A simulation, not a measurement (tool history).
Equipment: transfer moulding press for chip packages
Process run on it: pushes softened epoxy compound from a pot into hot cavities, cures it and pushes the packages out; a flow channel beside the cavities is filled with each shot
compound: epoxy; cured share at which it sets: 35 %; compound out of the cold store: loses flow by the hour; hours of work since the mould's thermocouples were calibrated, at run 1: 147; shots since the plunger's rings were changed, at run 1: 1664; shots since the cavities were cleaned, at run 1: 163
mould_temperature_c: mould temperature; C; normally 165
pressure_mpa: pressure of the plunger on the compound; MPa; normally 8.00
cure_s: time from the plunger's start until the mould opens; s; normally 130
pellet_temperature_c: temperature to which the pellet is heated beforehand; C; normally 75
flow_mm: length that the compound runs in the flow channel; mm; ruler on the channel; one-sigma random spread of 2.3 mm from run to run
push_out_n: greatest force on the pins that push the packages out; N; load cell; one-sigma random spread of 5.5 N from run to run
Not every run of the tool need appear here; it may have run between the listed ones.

run,hour,mould_temperature_c,pressure_mpa,cure_s,pellet_temperature_c,hours of work since the mould's thermocouples were calibrated,shots since the plunger's rings were changed,shots since the cavities were cleaned,incoming compound's hours out of the cold store,flow_mm,push_out_n
1,0.0,165,8.00,130,75,147,1664,163,25.4,745,219
2,46.3,165,8.00,130,75,179,2134,633,43.3,701,295
# hour 86.8: cavities cleaned with cleaning compound and waxed
3,105.6,165,8.00,130,75,219,2720,190,22.7,747,223
4,130.1,165,6.35,130,75,236,2969,439,22.0,666,267
5,166.1,165,6.35,116,75,261,3334,804,23.5,663,351
# hour 188.9: cavities cleaned with cleaning compound and waxed
6,201.4,165,6.35,116,75,284,3677,127,26.9,652,247
7,240.3,165,6.35,116,75,311,4072,522,28.5,648,315
8,280.0,165,6.35,116,75,338,4474,924,46.5,611,337
# hour 291.2: cavities cleaned with cleaning compound and waxed
9,315.1,165,8.00,130,75,362,4816,242,15.6,755,231
10,359.7,165,8.00,130,75,392,5268,694,23.5,732,301
# hour 396.5: cavities cleaned with cleaning compound and waxed
11,403.8,165,8.00,130,79,422,5700,73,12.1,761,208
# hour 423.3: mould's thermocouples calibrated
12,435.7,165,8.00,130,79,9,6004,377,35.4,703,254
# hour 488.2: plunger's sealing rings changed
13,491.4,165,8.00,130,75,45,32,916,28.0,751,315
# hour 504.2: cavities cleaned with cleaning compound and waxed
14,538.5,165,8.00,130,75,77,495,348,10.2,787,247
15,590.0,165,8.18,130,75,112,1018,871,10.1,799,328
# hour 607.2: cavities cleaned with cleaning compound and waxed
16,619.2,170,8.83,130,71,131,1299,122,10.4,799,191
17,648.7,165,8.00,166,75,152,1598,421,37.3,719,246
18,677.3,165,8.00,149,75,172,1888,711,10.3,784,283
# hour 709.7: cavities cleaned with cleaning compound and waxed
19,732.5,170,8.64,111,84,209,2433,231,19.6,761,240
20,765.3,158,8.00,135,79,231,2766,564,44.7,729,365
21,793.6,158,7.79,168,78,251,3054,852,16.3,793,313
# hour 809.8: cavities cleaned with cleaning compound and waxed
22,845.9,165,9.24,130,84,286,3569,366,38.0,760,247
23,875.2,161,8.00,123,75,306,3866,663,15.4,783,378
# hour 910.4: cavities cleaned with cleaning compound and waxed
24,916.8,161,8.00,123,75,334,4273,65,13.3,782,263
25,964.6,158,8.00,150,75,367,4758,550,32.3,748,305
# hour 1012.5: cavities cleaned with cleaning compound and waxed
26,1015.3,158,8.00,141,75,401,5257,29,27.3,759,237
27,1039.6,168,7.14,163,74,418,5504,276,14.3,701,225
# hour 1061.5: mould's thermocouples calibrated
28,1073.4,168,7.14,163,74,8,5826,598,9.3,714,269

Consider 4 possible next runs. They are alternatives, not a sequence: every one starts from the tool as it was left by run 28. What does each give?
A,1106.5,171,8.00,140,84,31,6163,935,45.5,?,?
B,1106.5,165,7.89,130,75,31,6163,935,30.7,?,?
C,1106.5,160,7.14,163,74,31,6163,935,18.1,?,?
D,1106.5,165,8.08,130,75,31,6163,935,9.0,?,?

run,flow_mm,push_out_n
A,655,296
B,708,313
C,733,327
D,768,331
Stripped of hidden state, with their random variation kept, the same runs would have yielded:
run,flow_mm,push_out_n
A,682,171
B,737,176
C,763,188
D,799,189

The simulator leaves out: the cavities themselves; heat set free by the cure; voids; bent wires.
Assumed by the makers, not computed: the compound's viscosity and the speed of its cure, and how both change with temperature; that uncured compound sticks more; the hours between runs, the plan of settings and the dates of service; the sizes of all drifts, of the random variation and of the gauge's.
